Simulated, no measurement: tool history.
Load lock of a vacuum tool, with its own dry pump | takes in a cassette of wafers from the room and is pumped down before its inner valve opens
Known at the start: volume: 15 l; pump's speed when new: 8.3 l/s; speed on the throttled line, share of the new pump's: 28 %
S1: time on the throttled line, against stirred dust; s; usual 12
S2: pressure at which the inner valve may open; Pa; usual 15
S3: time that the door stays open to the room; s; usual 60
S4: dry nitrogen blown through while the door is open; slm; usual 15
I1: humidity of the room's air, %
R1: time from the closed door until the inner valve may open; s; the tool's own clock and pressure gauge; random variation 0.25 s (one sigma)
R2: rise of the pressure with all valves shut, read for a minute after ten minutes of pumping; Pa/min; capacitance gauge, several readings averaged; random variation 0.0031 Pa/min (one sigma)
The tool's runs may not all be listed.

run	hour	S1	S2	S3	S4	I1	R1	R2
1	0	12	15	60	15	44.8	24.6	0.086
2	133.6	12	15	60	15	47.1	25.2	0.089
3	264.8	12	15	60	9	45.5	24.5	0.094
4	383.7	12	15	60	15	41.9	24.6	0.083
5	523.7	12	15	60	15	42.5	24.7	0.084
6	646.6	12	15	60	9	44.6	24.8	0.097
7	754.9	8	25	93	9	49.7	20.6	0.144
8	884.1	10	15	60	15	47.7	23.3	0.084
# hour 960.6: door's seal changed, seat wiped
9	991	12	15	60	15	47.4	24.4	0.091
10	1060.2	21	15	60	18	45.2	31	0.077
11	1175.6	22	15	72	15	46	32.1	0.093
12	1239.5	22	15	72	15	42.9	32	0.09

4 ways to go on from here, each from the tool as it stands after run 12. What would each give?
A	1383.3	12	15	88	43	42.7	?	?
B	1383.3	12	12	75	15	44.2	?	?
C	1383.3	12	23	77	21	43.1	?	?
D	1383.3	12	13	92	6	43.7	?	?

run	R1	R2
A	24.5	0.073
B	25.4	0.095
C	23.9	0.084
D	25	0.135
Without the tool's hidden state the same runs would have given:
run	R1	R2
A	24.5	0.073
B	25.4	0.095
C	23.8	0.084
D	25	0.135

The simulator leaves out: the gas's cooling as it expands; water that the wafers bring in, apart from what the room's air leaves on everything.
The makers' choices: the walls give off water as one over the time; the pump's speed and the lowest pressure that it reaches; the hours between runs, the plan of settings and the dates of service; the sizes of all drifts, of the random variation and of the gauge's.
